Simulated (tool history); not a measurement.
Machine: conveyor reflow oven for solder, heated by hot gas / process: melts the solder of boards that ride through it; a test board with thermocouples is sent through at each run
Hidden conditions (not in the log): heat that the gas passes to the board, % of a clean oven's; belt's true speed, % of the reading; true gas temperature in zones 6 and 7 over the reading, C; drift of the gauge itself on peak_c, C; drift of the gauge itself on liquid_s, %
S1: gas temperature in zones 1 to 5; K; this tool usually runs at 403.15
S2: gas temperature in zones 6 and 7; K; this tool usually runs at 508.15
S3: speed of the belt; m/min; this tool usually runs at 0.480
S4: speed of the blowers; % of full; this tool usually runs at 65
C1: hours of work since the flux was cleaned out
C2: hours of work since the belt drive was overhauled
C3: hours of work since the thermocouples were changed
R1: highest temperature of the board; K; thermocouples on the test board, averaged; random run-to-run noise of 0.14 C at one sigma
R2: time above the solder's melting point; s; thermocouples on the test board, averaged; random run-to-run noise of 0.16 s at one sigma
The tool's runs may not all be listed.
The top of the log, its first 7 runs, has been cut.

run     day      S1      S2     S3  S4   C1   C2   C3      R1    R2
  8   4.421  403.15  508.15  0.480  65   87  578  453  487.85  52.0
  9   4.850  403.15  508.15  0.480  65   94  585  459  487.75  51.9
 10   5.492  403.15  502.15  0.480  65  104  595  470  482.85  47.5
 11   5.921  403.15  502.15  0.480  65  110  602  476  482.75  47.5
 12   6.812  403.15  502.15  0.480  65  124  616  490  482.75  47.4
 13   7.233  403.15  502.15  0.480  65  131  622  497  482.45  47.4
 14   8.050  403.15  508.15  0.480  50  144  635  510  480.95  44.4
 15   8.483  403.15  508.15  0.480  50  151  642  517  480.95  44.0
 16   8.975  411.15  503.15  0.503  50  159  650  525  477.25  40.0
      9.229  -- belt drive overhauled, speed set with a stopwatch
 17   9.888  400.15  522.15  0.522  53  170   10  536  489.25  47.0
 18  10.579  400.15  506.15  0.522  53  181   21  547  476.75  34.8
     10.867  -- belt drive overhauled, speed set with a stopwatch, once more
 19  11.442  408.15  509.15  0.571  67  192    9  558  482.55  39.0
 20  11.858  403.15  508.15  0.507  65  199   16  565  484.25  44.8
 21  12.621  394.15  516.15  0.528  62  211   28  577  485.95  41.3
 22  13.304  403.15  519.15  0.405  58  222   39  588  499.75  71.3
 23  14.104  403.15  519.15  0.502  58  234   51  600  490.65  50.5
 24  14.854  403.15  519.15  0.502  58  246   63  612  490.65  50.4
 25  15.450  418.15  519.15  0.502  56  256   72  622  493.85  57.6
 26  15.962  403.15  508.15  0.480  85  264   81  630  492.15  55.4
 27  16.688  403.15  508.15  0.480  85  275   92  641  492.15  55.1
 28  17.546  403.15  508.15  0.480  85  289  106  655  491.65  55.2
 29  18.392  406.15  509.15  0.480  52  302  119  668  482.25  45.4
 30  18.933  406.15  509.15  0.480  52  311  127  677  481.95  45.5

Branching from run 30: 4 alternative next runs. What would each branch give?
     19.729  -- flux residue cleaned out of gas plates and filters
  A  20.038  406.15  509.15  0.480  70   5  142  691   ?   ?
     19.729  -- flux residue cleaned out of gas plates and filters
  B  20.038  406.15  512.15  0.531  65   5  142  691   ?   ?
     19.729  -- flux residue cleaned out of gas plates and filters
  C  20.038  411.15  509.15  0.480  52   5  142  691   ?   ?
     19.729  -- flux residue cleaned out of gas plates and filters
  D  20.038  406.15  509.15  0.480  87   5  142  691   ?   ?

run      R1    R2
  A  490.55  54.9
  B  487.55  46.4
  C  484.25  50.0
  D  495.35  59.2
With the hidden condition removed and each run's random variation left untouched, the same runs would have given:
run      R1    R2
  A  491.45  55.4
  B  488.35  46.9
  C  485.05  50.6
  D  496.25  59.6

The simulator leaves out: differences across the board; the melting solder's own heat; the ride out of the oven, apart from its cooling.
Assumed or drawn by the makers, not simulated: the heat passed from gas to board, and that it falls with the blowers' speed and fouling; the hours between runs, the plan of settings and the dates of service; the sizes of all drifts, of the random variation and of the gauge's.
